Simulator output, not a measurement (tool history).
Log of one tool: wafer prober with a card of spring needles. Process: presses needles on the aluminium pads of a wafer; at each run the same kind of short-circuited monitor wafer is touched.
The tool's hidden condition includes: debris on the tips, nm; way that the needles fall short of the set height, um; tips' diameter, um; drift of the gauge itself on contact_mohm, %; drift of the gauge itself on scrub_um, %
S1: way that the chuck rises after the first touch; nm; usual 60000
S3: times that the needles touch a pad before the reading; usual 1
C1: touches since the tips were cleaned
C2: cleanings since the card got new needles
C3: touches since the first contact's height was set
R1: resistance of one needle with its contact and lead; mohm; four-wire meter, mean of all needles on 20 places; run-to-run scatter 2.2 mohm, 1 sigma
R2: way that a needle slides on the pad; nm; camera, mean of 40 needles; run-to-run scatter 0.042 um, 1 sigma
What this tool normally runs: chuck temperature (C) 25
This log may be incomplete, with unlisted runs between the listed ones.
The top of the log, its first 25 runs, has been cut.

At day 30.879: tips cleaned on abrasive film.
Run 26, day 31.117: usual settings but S1 62000 nm, chuck temperature (C) 100; C1 1406; C2 32; C3 101066. Result: R1 272 mohm, R2 8890 nm.
At day 32.342: tips cleaned on abrasive film.
Run 27, day 32.842: usual settings but S1 62000 nm, chuck temperature (C) 100; C1 2986; C2 33; C3 111319. Result: R1 270 mohm, R2 8940 nm.
At day 33.888: tips cleaned on abrasive film.
Run 28, day 34.029: usual settings but S1 62000 nm, chuck temperature (C) 100; C1 834; C2 34; C3 118351. Result: R1 269 mohm, R2 8970 nm.
Run 29, day 35.083: usual settings but chuck temperature (C) 43; C1 7112; C2 34; C3 124629. Result: R1 251 mohm, R2 8710 nm.
At day 35.342: tips cleaned on abrasive film.
Run 30, day 35.825: usual settings but S1 45000 nm, S3 3; C1 2885; C2 35; C3 129019. Result: R1 258 mohm, R2 6540 nm.
Run 31, day 36.717: usual settings but S1 46000 nm, chuck temperature (C) 75, S3 3; C1 8199; C2 35; C3 134333. Result: R1 269 mohm, R2 6640 nm.
At day 36.85: tips cleaned on abrasive film.
Run 32, day 37.775: usual settings but S1 46000 nm, chuck temperature (C) 75, S3 3; C1 5506; C2 36; C3 140592. Result: R1 270 mohm, R2 6660 nm.
At day 38.388: tips cleaned on abrasive film.
Run 33, day 38.579: usual settings but S1 46000 nm, chuck temperature (C) 75, S3 3; C1 1149; C2 37; C3 145368. Result: R1 270 mohm, R2 6600 nm.

4 options for the next run, each taken on its own from the tool as it stands now. Forecast them:
At day 39.296: gauge calibrated.
At day 39.846: tips cleaned on abrasive film.
Run A, day 40.1: usual settings but S1 48000 nm, chuck temperature (C) 75; C1 1508; C2 38; C3 154397. Result: R1 ?, R2 ?.
At day 39.296: gauge calibrated.
At day 39.846: tips cleaned on abrasive film.
Run B, day 40.1: usual settings but S1 48000 nm, chuck temperature (C) 29, S3 2; C1 1508; C2 38; C3 154397. Result: R1 ?, R2 ?.
At day 39.296: gauge calibrated.
At day 39.846: tips cleaned on abrasive film.
Run C, day 40.1: usual settings but S1 80000 nm, chuck temperature (C) 37, S3 3; C1 1508; C2 38; C3 154397. Result: R1 ?, R2 ?.
At day 39.296: gauge calibrated.
At day 39.846: tips cleaned on abrasive film.
Run D, day 40.1: usual settings but S1 61000 nm, chuck temperature (C) 60, S3 3; C1 1508; C2 38; C3 154397. Result: R1 ?, R2 ?.

run   R1     R2
  A  266   6760
  B  253   6820
  C  248  11260
  D  261   8550
Stripped of hidden state, with their random variation kept, the same runs would have yielded:
run   R1     R2
  A  266   6760
  B  253   6820
  C  248  11260
  D  261   8550

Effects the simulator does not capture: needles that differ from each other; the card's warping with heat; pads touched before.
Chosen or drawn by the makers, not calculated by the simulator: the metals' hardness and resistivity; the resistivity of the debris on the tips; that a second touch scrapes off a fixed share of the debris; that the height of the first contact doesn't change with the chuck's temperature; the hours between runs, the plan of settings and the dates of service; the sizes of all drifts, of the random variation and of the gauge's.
